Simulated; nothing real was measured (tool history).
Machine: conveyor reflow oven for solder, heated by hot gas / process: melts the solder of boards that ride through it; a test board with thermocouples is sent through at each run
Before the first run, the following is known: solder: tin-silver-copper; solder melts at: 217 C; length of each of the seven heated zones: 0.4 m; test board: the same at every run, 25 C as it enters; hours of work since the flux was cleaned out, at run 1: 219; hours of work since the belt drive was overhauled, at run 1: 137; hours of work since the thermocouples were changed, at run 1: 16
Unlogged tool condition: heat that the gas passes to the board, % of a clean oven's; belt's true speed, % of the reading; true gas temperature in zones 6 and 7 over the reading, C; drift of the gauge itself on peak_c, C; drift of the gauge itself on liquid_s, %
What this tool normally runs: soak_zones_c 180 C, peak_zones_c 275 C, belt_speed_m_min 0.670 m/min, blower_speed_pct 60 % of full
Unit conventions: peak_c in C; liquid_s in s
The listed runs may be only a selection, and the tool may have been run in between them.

run,hour,soak_zones_c,peak_zones_c,belt_speed_m_min,blower_speed_pct,hours of work since the flux was cleaned out,hours of work since the belt drive was overhauled,hours of work since the thermocouples were changed,peak_c,liquid_s
1,0.0,180,275,0.670,60,219,137,16,256.2,57.5
2,10.8,180,275,0.670,60,224,142,22,256.9,56.9
3,15.5,180,275,0.670,60,227,144,24,256.5,57.3
4,20.8,180,275,0.670,70,229,147,27,258.0,59.5
5,25.5,190,275,0.670,60,232,149,29,258.2,62.6
6,36.6,190,275,0.670,60,237,155,34,258.4,63.2
7,45.8,190,275,0.670,60,242,159,39,258.3,62.4
8,55.3,180,275,0.670,73,246,164,43,258.7,59.7
9,63.0,180,275,0.670,73,250,168,47,258.6,59.2
10,69.3,180,275,0.670,60,253,171,50,256.2,57.1
11,77.3,180,269,0.670,60,257,175,54,251.0,53.9
# hour 82.7: flux residue cleaned out of gas plates and filters
12,87.8,180,275,0.670,60,2,177,57,255.4,56.5
13,96.5,180,275,0.670,60,7,182,61,255.5,57.3
14,103.2,194,279,0.694,60,10,185,64,260.6,62.9
# hour 117.3: flux residue cleaned out of gas plates and filters, once more
15,119.0,188,289,0.765,52,1,190,70,264.2,56.2
16,125.7,188,289,0.765,52,4,193,73,264.4,56.7
17,131.1,180,276,0.670,58,7,196,76,259.1,58.9
18,140.5,180,263,0.610,58,11,201,80,249.7,60.2
19,146.7,180,264,0.670,64,14,204,83,249.8,54.1
20,153.5,180,264,0.670,64,18,207,87,250.3,53.7
21,164.3,180,264,0.670,64,23,212,92,249.6,53.6
22,170.1,180,285,0.670,53,26,215,95,265.0,62.4
23,179.9,184,275,0.670,60,31,220,100,259.2,60.4
24,189.1,184,275,0.684,61,35,224,104,259.0,59.1
25,197.7,193,275,0.670,60,39,229,108,260.7,65.3
26,205.5,193,275,0.557,82,43,233,112,268.7,83.5

Across each entry between runs, compare the hidden state at the last listed run before it with the hidden state at the first listed run after it:
Runs 11 to 12: flux residue cleaned out of gas plates and filters (hour 82.7)
  heat that the gas passes to the board, % of a clean oven's: 88.9 -> 86.8; true gas temperature in zones 6 and 7 over the reading, C: 0.41 -> 0.42
  the result without the hidden state subtracted from the measured one, peak_c: -2.0 -> -2.6 C; liquid_s: -1.9 -> -2.1 s
Runs 14 to 15: flux residue cleaned out of gas plates and filters, once more (hour 117.3)
  heat that the gas passes to the board, % of a clean oven's: 86.5 -> 99.8; belt's true speed, % of the reading: 99.98 -> 99.97; true gas temperature in zones 6 and 7 over the reading, C: 0.45 -> 0.47
  the result without the hidden state subtracted from the measured one, peak_c: -2.4 -> +0.4 C; liquid_s: -1.5 -> +0.2 s
